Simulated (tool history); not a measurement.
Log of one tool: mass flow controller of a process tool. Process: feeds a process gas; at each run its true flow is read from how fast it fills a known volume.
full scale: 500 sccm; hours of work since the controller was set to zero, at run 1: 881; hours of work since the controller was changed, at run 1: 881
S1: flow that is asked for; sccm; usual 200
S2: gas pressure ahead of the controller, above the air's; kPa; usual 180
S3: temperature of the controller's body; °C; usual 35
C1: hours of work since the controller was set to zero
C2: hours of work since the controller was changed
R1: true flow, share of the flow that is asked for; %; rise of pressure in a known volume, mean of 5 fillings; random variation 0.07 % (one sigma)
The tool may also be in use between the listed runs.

run    hour   S1   S2  S3    C1    C2      R1
  1     0.0  200  180  35   881   881   98.56
  2    88.6  200  211  35   948   948   98.67
  3   192.6  200  180  35  1026  1026   98.66
  4   318.5  200  180  35  1121  1121   98.77
  5   420.9  200  180  35  1198  1198   98.95
  6   497.3  252  180  35  1256  1256   99.30
  7   584.1  252  180  35  1321  1321   99.58
  8   663.3  200  180  35  1381  1381   99.24
  9   784.7  200  180  25  1473  1473   98.73
 10   895.0  200  180  25  1556  1556   98.92
 11  1030.0  200  180  25  1658  1658   98.95
 12  1114.5  200  180  35  1721  1721   99.61
 13  1232.9  200  180  22  1811  1811   99.09
 14  1308.9  200  180  22  1868  1868   99.10
 15  1428.1  200  180  22  1958  1958   99.29
     1446.9  -- gauge calibrated
 16  1532.1  200  180  22  2036  2036   97.90
 17  1660.7  152  180  35  2133  2133   98.32
 18  1767.1  200  180  38  2213  2213   98.94
 19  1851.6  200  272  38  2277  2277   98.95
 20  1951.2  200  272  38  2352  2352   99.07
 21  2054.6  200  272  38  2430  2430   99.13
 22  2134.4   74  215  36  2490  2490   98.21
 23  2235.0  194  211  36  2566  2566   99.14
 24  2358.2  200  178  29  2659  2659   98.97
 25  2486.3  110  163  24  2755  2755   98.29
 26  2578.5   55  149  28  2825  2825   98.33
 27  2646.5   55  145  25  2876  2876   98.27
 28  2736.2  495  243  26  2944  2944  101.25
 29  2825.8  495  243  22  3011  3011  101.06
 30  2947.0  495  164  22  3103  3103  101.21
 31  3080.4  198  164  22  3203  3203   99.30
 32  3225.6  198  164  22  3313  3313   99.35
 33  3331.6  200  180  27  3392  3392   99.88
 34  3392.5  103  216  35  3438  3438   99.53
 35  3503.0  103  197  40  3522  3522  100.09
 36  3622.2  103  197  40  3611  3611  100.25
 37  3727.2  103  197  40  3691  3691  100.23
 38  3807.1  103  197  40  3751  3751  100.45
 39  3956.7  103  181  32  3864  3864  100.12
 40  4048.3  495  253  34  3933  3933  102.91
 41  4164.0  253  187  36  4020  4020  101.56

Forecast each of these 3 alternatives for the next run:
  A  4268.1  372  200  35  4098  4098   ?
  B  4268.1   54  147  34  4098  4098   ?
  C  4268.1  253  187  27  4098  4098   ?

run      R1
  A  102.31
  B  100.17
  C  101.10
Without the tool's hidden state the same runs would have given:
run     R1
  A  99.60
  B  97.55
  C  98.42

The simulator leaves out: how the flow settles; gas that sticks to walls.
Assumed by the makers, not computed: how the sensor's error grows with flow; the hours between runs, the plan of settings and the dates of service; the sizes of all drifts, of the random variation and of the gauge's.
